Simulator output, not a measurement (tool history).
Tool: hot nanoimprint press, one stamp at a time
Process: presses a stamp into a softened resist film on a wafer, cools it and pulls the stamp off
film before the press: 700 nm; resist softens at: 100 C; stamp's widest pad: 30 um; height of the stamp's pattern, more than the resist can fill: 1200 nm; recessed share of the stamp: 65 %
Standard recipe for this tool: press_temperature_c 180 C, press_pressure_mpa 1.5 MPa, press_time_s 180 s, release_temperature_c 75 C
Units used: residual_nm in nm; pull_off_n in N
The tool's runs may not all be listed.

{"run": 1, "hour": 0.0, "press_temperature_c": 180, "press_pressure_mpa": 1.5, "press_time_s": 180, "release_temperature_c": 75, "residual_nm": 255.1, "pull_off_n": 231}
{"run": 2, "hour": 20.9, "press_temperature_c": 184, "press_pressure_mpa": 1.5, "press_time_s": 180, "release_temperature_c": 75, "residual_nm": 213.2, "pull_off_n": 232}
{"run": 3, "hour": 38.5, "press_temperature_c": 184, "press_pressure_mpa": 1.5, "press_time_s": 180, "release_temperature_c": 75, "residual_nm": 213.8, "pull_off_n": 240}
{"run": 4, "hour": 57.5, "press_temperature_c": 184, "press_pressure_mpa": 1.5, "press_time_s": 180, "release_temperature_c": 75, "residual_nm": 212.6, "pull_off_n": 240}
{"run": 5, "hour": 68.4, "press_temperature_c": 180, "press_pressure_mpa": 1.5, "press_time_s": 180, "release_temperature_c": 77, "residual_nm": 254.5, "pull_off_n": 219}
{"run": 6, "hour": 79.3, "press_temperature_c": 180, "press_pressure_mpa": 1.5, "press_time_s": 180, "release_temperature_c": 75, "residual_nm": 252.9, "pull_off_n": 240}
{"run": 7, "hour": 98.9, "press_temperature_c": 180, "press_pressure_mpa": 1.5, "press_time_s": 180, "release_temperature_c": 75, "residual_nm": 253.1, "pull_off_n": 239}
{"run": 8, "hour": 108.3, "press_temperature_c": 180, "press_pressure_mpa": 2.15, "press_time_s": 180, "release_temperature_c": 75, "residual_nm": 214.4, "pull_off_n": 241}
{"hour": 117.1, "done": "plate thermocouple calibrated"}
{"run": 9, "hour": 131.9, "press_temperature_c": 180, "press_pressure_mpa": 1.5, "press_time_s": 180, "release_temperature_c": 75, "residual_nm": 256.6, "pull_off_n": 241}
{"run": 10, "hour": 143.8, "press_temperature_c": 180, "press_pressure_mpa": 1.5, "press_time_s": 180, "release_temperature_c": 75, "residual_nm": 257.3, "pull_off_n": 259}
{"run": 11, "hour": 159.5, "press_temperature_c": 190, "press_pressure_mpa": 1.79, "press_time_s": 180, "release_temperature_c": 75, "residual_nm": 155.4, "pull_off_n": 252}
{"run": 12, "hour": 176.2, "press_temperature_c": 190, "press_pressure_mpa": 2.37, "press_time_s": 180, "release_temperature_c": 61, "residual_nm": 135.5, "pull_off_n": 346}
{"run": 13, "hour": 196.9, "press_temperature_c": 180, "press_pressure_mpa": 1.01, "press_time_s": 180, "release_temperature_c": 73, "residual_nm": 302.4, "pull_off_n": 274}
{"run": 14, "hour": 209.6, "press_temperature_c": 180, "press_pressure_mpa": 1.91, "press_time_s": 239, "release_temperature_c": 62, "residual_nm": 201.9, "pull_off_n": 351}
{"run": 15, "hour": 224.5, "press_temperature_c": 183, "press_pressure_mpa": 1.4, "press_time_s": 183, "release_temperature_c": 75, "residual_nm": 229.3, "pull_off_n": 255}
{"run": 16, "hour": 244.2, "press_temperature_c": 179, "press_pressure_mpa": 0.98, "press_time_s": 344, "release_temperature_c": 63, "residual_nm": 243.2, "pull_off_n": 351}
{"run": 17, "hour": 259.4, "press_temperature_c": 175, "press_pressure_mpa": 1.76, "press_time_s": 119, "release_temperature_c": 76, "residual_nm": 347.5, "pull_off_n": 248}
{"run": 18, "hour": 269.1, "press_temperature_c": 175, "press_pressure_mpa": 0.93, "press_time_s": 119, "release_temperature_c": 76, "residual_nm": 433.5, "pull_off_n": 253}
{"run": 19, "hour": 282.3, "press_temperature_c": 183, "press_pressure_mpa": 1.13, "press_time_s": 121, "release_temperature_c": 80, "residual_nm": 297.5, "pull_off_n": 231}
{"run": 20, "hour": 297.9, "press_temperature_c": 183, "press_pressure_mpa": 1.13, "press_time_s": 121, "release_temperature_c": 80, "residual_nm": 297.6, "pull_off_n": 241}

Consider 5 possible next runs. They are alternatives, not a sequence: every one starts from the tool as it was left by run 20. What does each give?
{"run": "A", "hour": 309.5, "press_temperature_c": 182, "press_pressure_mpa": 1.25, "press_time_s": 180, "release_temperature_c": 66, "residual_nm": "?", "pull_off_n": "?"}
{"run": "B", "hour": 309.5, "press_temperature_c": 180, "press_pressure_mpa": 1.5, "press_time_s": 110, "release_temperature_c": 75, "residual_nm": "?", "pull_off_n": "?"}
{"run": "C", "hour": 309.5, "press_temperature_c": 180, "press_pressure_mpa": 1.79, "press_time_s": 180, "release_temperature_c": 73, "residual_nm": "?", "pull_off_n": "?"}
{"run": "D", "hour": 309.5, "press_temperature_c": 171, "press_pressure_mpa": 1.5, "press_time_s": 180, "release_temperature_c": 67, "residual_nm": "?", "pull_off_n": "?"}
{"run": "E", "hour": 309.5, "press_temperature_c": 183, "press_pressure_mpa": 1.06, "press_time_s": 121, "release_temperature_c": 80, "residual_nm": "?", "pull_off_n": "?"}

run=A residual_nm=251.9 pull_off_n=347
run=B residual_nm=309.4 pull_off_n=266
run=C residual_nm=233.4 pull_off_n=295
run=D residual_nm=369.6 pull_off_n=332
run=E residual_nm=304.9 pull_off_n=236
Had the tool no hidden state, the same runs would have come out as:
run=A residual_nm=256.8 pull_off_n=289
run=B residual_nm=314.6 pull_off_n=222
run=C residual_nm=237.3 pull_off_n=246
run=D residual_nm=376.4 pull_off_n=277
run=E residual_nm=310.7 pull_off_n=197
